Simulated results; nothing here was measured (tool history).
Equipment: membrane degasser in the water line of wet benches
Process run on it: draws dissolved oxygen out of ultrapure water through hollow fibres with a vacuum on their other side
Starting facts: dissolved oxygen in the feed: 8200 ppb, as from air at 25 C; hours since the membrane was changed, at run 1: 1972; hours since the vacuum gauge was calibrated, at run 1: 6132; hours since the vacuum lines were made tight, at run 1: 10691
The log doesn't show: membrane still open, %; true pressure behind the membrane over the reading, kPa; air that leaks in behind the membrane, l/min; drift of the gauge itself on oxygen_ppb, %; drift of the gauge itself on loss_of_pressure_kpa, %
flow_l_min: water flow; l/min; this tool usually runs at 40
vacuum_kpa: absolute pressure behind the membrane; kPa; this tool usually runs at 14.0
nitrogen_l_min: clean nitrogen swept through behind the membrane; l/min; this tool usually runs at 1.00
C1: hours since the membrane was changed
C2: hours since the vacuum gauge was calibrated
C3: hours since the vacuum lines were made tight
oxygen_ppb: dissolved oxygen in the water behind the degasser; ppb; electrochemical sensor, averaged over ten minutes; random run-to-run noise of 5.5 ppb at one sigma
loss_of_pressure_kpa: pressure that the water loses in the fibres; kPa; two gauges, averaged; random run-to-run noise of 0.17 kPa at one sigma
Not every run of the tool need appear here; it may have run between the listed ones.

{"run": 1, "hour": 0.0, "flow_l_min": 40, "vacuum_kpa": 14.0, "nitrogen_l_min": 1.0, "C1": 1972, "C2": 6132, "C3": 10691, "oxygen_ppb": 863.5, "loss_of_pressure_kpa": 27.64}
{"run": 2, "hour": 61.5, "flow_l_min": 40, "vacuum_kpa": 14.0, "nitrogen_l_min": 1.0, "C1": 2033, "C2": 6194, "C3": 10752, "oxygen_ppb": 863.7, "loss_of_pressure_kpa": 27.69}
{"run": 3, "hour": 124.3, "flow_l_min": 40, "vacuum_kpa": 14.0, "nitrogen_l_min": 1.0, "C1": 2096, "C2": 6256, "C3": 10815, "oxygen_ppb": 863.9, "loss_of_pressure_kpa": 27.66}
{"run": 4, "hour": 163.2, "flow_l_min": 40, "vacuum_kpa": 14.0, "nitrogen_l_min": 1.0, "C1": 2135, "C2": 6295, "C3": 10854, "oxygen_ppb": 868.8, "loss_of_pressure_kpa": 27.83}
{"run": 5, "hour": 243.4, "flow_l_min": 40, "vacuum_kpa": 14.0, "nitrogen_l_min": 2.28, "C1": 2215, "C2": 6375, "C3": 10934, "oxygen_ppb": 484.2, "loss_of_pressure_kpa": 27.56}
{"run": 6, "hour": 299.3, "flow_l_min": 40, "vacuum_kpa": 14.0, "nitrogen_l_min": 2.28, "C1": 2271, "C2": 6431, "C3": 10990, "oxygen_ppb": 479.9, "loss_of_pressure_kpa": 27.72}
{"run": 7, "hour": 374.5, "flow_l_min": 40, "vacuum_kpa": 14.0, "nitrogen_l_min": 2.28, "C1": 2346, "C2": 6507, "C3": 11065, "oxygen_ppb": 477.3, "loss_of_pressure_kpa": 27.65}
{"run": 8, "hour": 434.0, "flow_l_min": 40, "vacuum_kpa": 14.0, "nitrogen_l_min": 2.28, "C1": 2406, "C2": 6566, "C3": 11125, "oxygen_ppb": 484.0, "loss_of_pressure_kpa": 27.52}
{"run": 9, "hour": 525.3, "flow_l_min": 37, "vacuum_kpa": 14.0, "nitrogen_l_min": 1.0, "C1": 2497, "C2": 6657, "C3": 11216, "oxygen_ppb": 809.9, "loss_of_pressure_kpa": 25.85}
{"run": 10, "hour": 569.2, "flow_l_min": 37, "vacuum_kpa": 14.0, "nitrogen_l_min": 1.0, "C1": 2541, "C2": 6701, "C3": 11260, "oxygen_ppb": 808.0, "loss_of_pressure_kpa": 25.75}
{"run": 11, "hour": 654.4, "flow_l_min": 57, "vacuum_kpa": 14.0, "nitrogen_l_min": 1.0, "C1": 2626, "C2": 6786, "C3": 11345, "oxygen_ppb": 1137.5, "loss_of_pressure_kpa": 39.39}
{"run": 12, "hour": 713.4, "flow_l_min": 40, "vacuum_kpa": 14.0, "nitrogen_l_min": 1.0, "C1": 2685, "C2": 6845, "C3": 11404, "oxygen_ppb": 864.4, "loss_of_pressure_kpa": 27.66}
{"run": 13, "hour": 764.2, "flow_l_min": 40, "vacuum_kpa": 14.0, "nitrogen_l_min": 1.0, "C1": 2736, "C2": 6896, "C3": 11455, "oxygen_ppb": 856.2, "loss_of_pressure_kpa": 27.76}
{"run": 14, "hour": 821.1, "flow_l_min": 40, "vacuum_kpa": 14.0, "nitrogen_l_min": 1.0, "C1": 2793, "C2": 6953, "C3": 11512, "oxygen_ppb": 861.6, "loss_of_pressure_kpa": 27.73}
{"run": 15, "hour": 860.3, "flow_l_min": 40, "vacuum_kpa": 14.0, "nitrogen_l_min": 1.0, "C1": 2832, "C2": 6992, "C3": 11551, "oxygen_ppb": 868.0, "loss_of_pressure_kpa": 27.83}
{"run": 16, "hour": 908.9, "flow_l_min": 40, "vacuum_kpa": 14.0, "nitrogen_l_min": 1.0, "C1": 2881, "C2": 7041, "C3": 11600, "oxygen_ppb": 865.0, "loss_of_pressure_kpa": 27.55}
{"run": 17, "hour": 993.3, "flow_l_min": 47, "vacuum_kpa": 14.0, "nitrogen_l_min": 1.0, "C1": 2965, "C2": 7125, "C3": 11684, "oxygen_ppb": 980.4, "loss_of_pressure_kpa": 32.3}
{"run": 18, "hour": 1070.0, "flow_l_min": 26, "vacuum_kpa": 15.0, "nitrogen_l_min": 0.48, "C1": 3042, "C2": 7202, "C3": 11761, "oxygen_ppb": 1091.2, "loss_of_pressure_kpa": 18.0}
{"run": 19, "hour": 1144.2, "flow_l_min": 26, "vacuum_kpa": 9.4, "nitrogen_l_min": 2.31, "C1": 3116, "C2": 7276, "C3": 11835, "oxygen_ppb": 195.7, "loss_of_pressure_kpa": 18.08}
{"hour": 1205.9, "done": "seals of the vacuum lines changed"}
{"run": 20, "hour": 1233.8, "flow_l_min": 26, "vacuum_kpa": 9.4, "nitrogen_l_min": 2.31, "C1": 3203, "C2": 7364, "C3": 28, "oxygen_ppb": 197.5, "loss_of_pressure_kpa": 17.82}
{"run": 21, "hour": 1320.2, "flow_l_min": 50, "vacuum_kpa": 11.7, "nitrogen_l_min": 0.62, "C1": 3290, "C2": 7450, "C3": 114, "oxygen_ppb": 1124.7, "loss_of_pressure_kpa": 34.55}
{"run": 22, "hour": 1377.2, "flow_l_min": 47, "vacuum_kpa": 13.1, "nitrogen_l_min": 0.67, "C1": 3347, "C2": 7507, "C3": 171, "oxygen_ppb": 1164.5, "loss_of_pressure_kpa": 32.42}
{"run": 23, "hour": 1460.7, "flow_l_min": 47, "vacuum_kpa": 13.1, "nitrogen_l_min": 0.67, "C1": 3430, "C2": 7591, "C3": 255, "oxygen_ppb": 1167.8, "loss_of_pressure_kpa": 32.76}
{"run": 24, "hour": 1552.7, "flow_l_min": 47, "vacuum_kpa": 13.1, "nitrogen_l_min": 0.67, "C1": 3522, "C2": 7683, "C3": 347, "oxygen_ppb": 1179.2, "loss_of_pressure_kpa": 32.59}
{"run": 25, "hour": 1646.9, "flow_l_min": 47, "vacuum_kpa": 9.4, "nitrogen_l_min": 1.3, "C1": 3617, "C2": 7777, "C3": 441, "oxygen_ppb": 529.4, "loss_of_pressure_kpa": 32.63}
{"run": 26, "hour": 1699.1, "flow_l_min": 40, "vacuum_kpa": 19.9, "nitrogen_l_min": 1.97, "C1": 3669, "C2": 7829, "C3": 493, "oxygen_ppb": 771.1, "loss_of_pressure_kpa": 27.92}
{"run": 27, "hour": 1741.4, "flow_l_min": 30, "vacuum_kpa": 8.5, "nitrogen_l_min": 0.85, "C1": 3711, "C2": 7871, "C3": 536, "oxygen_ppb": 413.1, "loss_of_pressure_kpa": 20.45}
{"run": 28, "hour": 1798.1, "flow_l_min": 30, "vacuum_kpa": 8.5, "nitrogen_l_min": 0.85, "C1": 3768, "C2": 7928, "C3": 592, "oxygen_ppb": 415.2, "loss_of_pressure_kpa": 20.96}
{"run": 29, "hour": 1861.8, "flow_l_min": 30, "vacuum_kpa": 8.5, "nitrogen_l_min": 0.85, "C1": 3831, "C2": 7992, "C3": 656, "oxygen_ppb": 411.7, "loss_of_pressure_kpa": 20.28}

Expected results for the next run?
{"run": 30, "hour": 1913.5, "flow_l_min": 40, "vacuum_kpa": 12.1, "nitrogen_l_min": 0.53, "C1": 3883, "C2": 8043, "C3": 708, "oxygen_ppb": "?", "loss_of_pressure_kpa": "?"}

{"run 30": {"oxygen_ppb": 1103.8, "loss_of_pressure_kpa": 27.93}}
Take away the tool's hidden state, keep the run-to-run variation as it was, and the same run would have given oxygen_ppb 1103.4 ppb, loss_of_pressure_kpa 27.92 kPa.

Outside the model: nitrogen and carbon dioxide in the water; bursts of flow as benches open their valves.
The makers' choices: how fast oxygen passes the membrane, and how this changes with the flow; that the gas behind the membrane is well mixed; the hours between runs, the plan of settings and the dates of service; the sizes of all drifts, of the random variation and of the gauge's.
